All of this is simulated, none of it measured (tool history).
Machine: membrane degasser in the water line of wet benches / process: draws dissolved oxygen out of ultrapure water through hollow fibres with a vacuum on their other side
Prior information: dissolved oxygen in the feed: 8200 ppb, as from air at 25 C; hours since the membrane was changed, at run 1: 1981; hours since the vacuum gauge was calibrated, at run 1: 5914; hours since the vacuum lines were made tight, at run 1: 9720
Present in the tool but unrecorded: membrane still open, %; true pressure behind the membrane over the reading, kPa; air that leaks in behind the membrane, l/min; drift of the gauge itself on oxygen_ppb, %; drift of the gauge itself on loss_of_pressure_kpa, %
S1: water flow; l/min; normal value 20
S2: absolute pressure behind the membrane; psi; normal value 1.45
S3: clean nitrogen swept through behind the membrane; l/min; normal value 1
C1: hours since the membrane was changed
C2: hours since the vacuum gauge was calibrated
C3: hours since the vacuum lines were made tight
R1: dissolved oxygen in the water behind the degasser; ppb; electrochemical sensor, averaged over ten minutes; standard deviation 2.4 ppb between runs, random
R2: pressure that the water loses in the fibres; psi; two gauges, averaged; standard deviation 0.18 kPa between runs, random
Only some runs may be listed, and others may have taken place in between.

Run 1, hour 0: usual settings; C1 1981; C2 5914; C3 9720. Result: R1 306.6 ppb, R2 4.498 psi.
Run 2, hour 49.4: usual settings; C1 2031; C2 5963; C3 9769. Result: R1 310.4 ppb, R2 4.457 psi.
Run 3, hour 108.3: usual settings but S2 3.03 psi; C1 2090; C2 6022; C3 9828. Result: R1 739.4 ppb, R2 4.463 psi.
Run 4, hour 159.5: usual settings; C1 2141; C2 6073; C3 9879. Result: R1 304.3 ppb, R2 4.511 psi.
Run 5, hour 238.6: usual settings; C1 2220; C2 6152; C3 9958. Result: R1 307 ppb, R2 4.456 psi.
Run 6, hour 279.2: usual settings but S3 1.41 l/min; C1 2260; C2 6193; C3 9999. Result: R1 230.1 ppb, R2 4.467 psi.
Run 7, hour 361.8: usual settings; C1 2343; C2 6276; C3 10081. Result: R1 308.6 ppb, R2 4.495 psi.
Run 8, hour 408.3: usual settings; C1 2390; C2 6322; C3 10128. Result: R1 308 ppb, R2 4.473 psi.
Run 9, hour 492: usual settings but S1 17 l/min; C1 2473; C2 6406; C3 10212. Result: R1 261.7 ppb, R2 3.809 psi.
Run 10, hour 579.4: usual settings but S2 1.67 psi; C1 2561; C2 6493; C3 10299. Result: R1 365.6 ppb, R2 4.534 psi.
Run 11, hour 666.5: usual settings but S2 1.67 psi; C1 2648; C2 6580; C3 10386. Result: R1 366.7 ppb, R2 4.46 psi.
Run 12, hour 717.8: usual settings but S2 1.67 psi; C1 2699; C2 6632; C3 10437. Result: R1 372.1 ppb, R2 4.53 psi.
Run 13, hour 777: usual settings but S2 1.46 psi; C1 2758; C2 6691; C3 10497. Result: R1 310.7 ppb, R2 4.514 psi.
Run 14, hour 833: usual settings but S2 1.09 psi; C1 2814; C2 6747; C3 10553. Result: R1 204.7 ppb, R2 4.501 psi.
Run 15, hour 875.7: usual settings but S2 1.09 psi, S3 2.15 l/min; C1 2857; C2 6790; C3 10595. Result: R1 105.9 ppb, R2 4.53 psi.
Run 16, hour 933.6: usual settings but S2 1.09 psi, S3 2.15 l/min; C1 2915; C2 6847; C3 10653. Result: R1 107.7 ppb, R2 4.567 psi.
Run 17, hour 1014.3: usual settings but S1 21 l/min, S3 2.27 l/min; C1 2996; C2 6928; C3 10734. Result: R1 165.2 ppb, R2 4.734 psi.
Run 18, hour 1080: usual settings but S1 24 l/min, S2 2.05 psi, S3 1.51 l/min; C1 3061; C2 6994; C3 10800. Result: R1 411.9 ppb, R2 5.381 psi.
Run 19, hour 1168.9: usual settings but S1 17 l/min, S2 3.1 psi, S3 1.3 l/min; C1 3150; C2 7083; C3 10889. Result: R1 526.3 ppb, R2 3.817 psi.
Run 20, hour 1207.6: usual settings but S1 27 l/min, S2 1.32 psi, S3 1.5 l/min; C1 3189; C2 7121; C3 10927. Result: R1 277.2 ppb, R2 6.103 psi.
Run 21, hour 1264.6: usual settings but S1 27 l/min, S2 1.32 psi, S3 1.5 l/min; C1 3246; C2 7178; C3 10984. Result: R1 284.1 ppb, R2 6.16 psi.
Run 22, hour 1334.3: usual settings but S1 22 l/min, S2 1.1 psi, S3 0.79 l/min; C1 3316; C2 7248; C3 11054. Result: R1 273.3 ppb, R2 4.979 psi.
Run 23, hour 1396.5: usual settings but S1 29 l/min, S2 1.1 psi, S3 0.79 l/min; C1 3378; C2 7310; C3 11116. Result: R1 383.3 ppb, R2 6.546 psi.
Run 24, hour 1455: usual settings but S1 16 l/min, S2 1.1 psi, S3 0.79 l/min; C1 3436; C2 7369; C3 11175. Result: R1 196.5 ppb, R2 3.672 psi.
Run 25, hour 1518.7: usual settings but S1 16 l/min, S2 1.1 psi, S3 0.79 l/min; C1 3500; C2 7433; C3 11238. Result: R1 198.1 ppb, R2 3.623 psi.
Run 26, hour 1570.3: usual settings but S1 16 l/min, S2 1.1 psi, S3 0.79 l/min; C1 3552; C2 7484; C3 11290. Result: R1 200 ppb, R2 3.652 psi.
Run 27, hour 1658.1: usual settings but S1 16 l/min, S2 1.1 psi, S3 0.79 l/min; C1 3639; C2 7572; C3 11378. Result: R1 199.8 ppb, R2 3.667 psi.
Run 28, hour 1705.6: usual settings but S1 31 l/min, S2 1.16 psi, S3 0.51 l/min; C1 3687; C2 7619; C3 11425. Result: R1 582.7 ppb, R2 7.095 psi.
Run 29, hour 1792.4: usual settings but S2 1.28 psi; C1 3774; C2 7706; C3 11512. Result: R1 259.7 ppb, R2 4.56 psi.
At hour 1817.9: vacuum gauge calibrated.
Run 30, hour 1834.9: usual settings but S2 1.28 psi; C1 3816; C2 17; C3 11554. Result: R1 258.1 ppb, R2 4.551 psi.
Run 31, hour 1928.5: usual settings but S1 24 l/min, S2 2.29 psi, S3 0.49 l/min; C1 3909; C2 111; C3 11648. Result: R1 1103.7 ppb, R2 5.475 psi.

Consider 5 possible next runs. They are alternatives, not a sequence: every one starts from the tool as it was left by run 31. What does each give?
At hour 1951.5: seals of the vacuum lines changed.
Run A, hour 1969.8: usual settings but S1 25 l/min, S2 2.99 psi, S3 0.98 l/min; C1 3949; C2 150; C3 18. Result: R1 ?, R2 ?.
At hour 1951.5: seals of the vacuum lines changed.
Run B, hour 1969.8: usual settings but S3 2.17 l/min; C1 3949; C2 150; C3 18. Result: R1 ?, R2 ?.
At hour 1951.5: seals of the vacuum lines changed.
Run C, hour 1969.8: usual settings but S2 1.99 psi; C1 3949; C2 150; C3 18. Result: R1 ?, R2 ?.
At hour 1951.5: seals of the vacuum lines changed.
Run D, hour 1969.8: usual settings but S1 16 l/min, S2 2.13 psi, S3 2.22 l/min; C1 3949; C2 150; C3 18. Result: R1 ?, R2 ?.
At hour 1951.5: seals of the vacuum lines changed.
Run E, hour 1969.8: usual settings but S1 15 l/min, S2 0.88 psi, S3 0.49 l/min; C1 3949; C2 150; C3 18. Result: R1 ?, R2 ?.

run     R1     R2
  A  890.5  5.681
  B  160.2  4.603
  C  456.2  4.608
  D  199.8  3.678
  E  186.4  3.443
With no hidden state in the tool, these same runs would have given:
run     R1     R2
  A  890.4  5.555
  B  160.1  4.502
  C  456.2  4.505
  D  199.7  3.597
  E  186.3  3.366
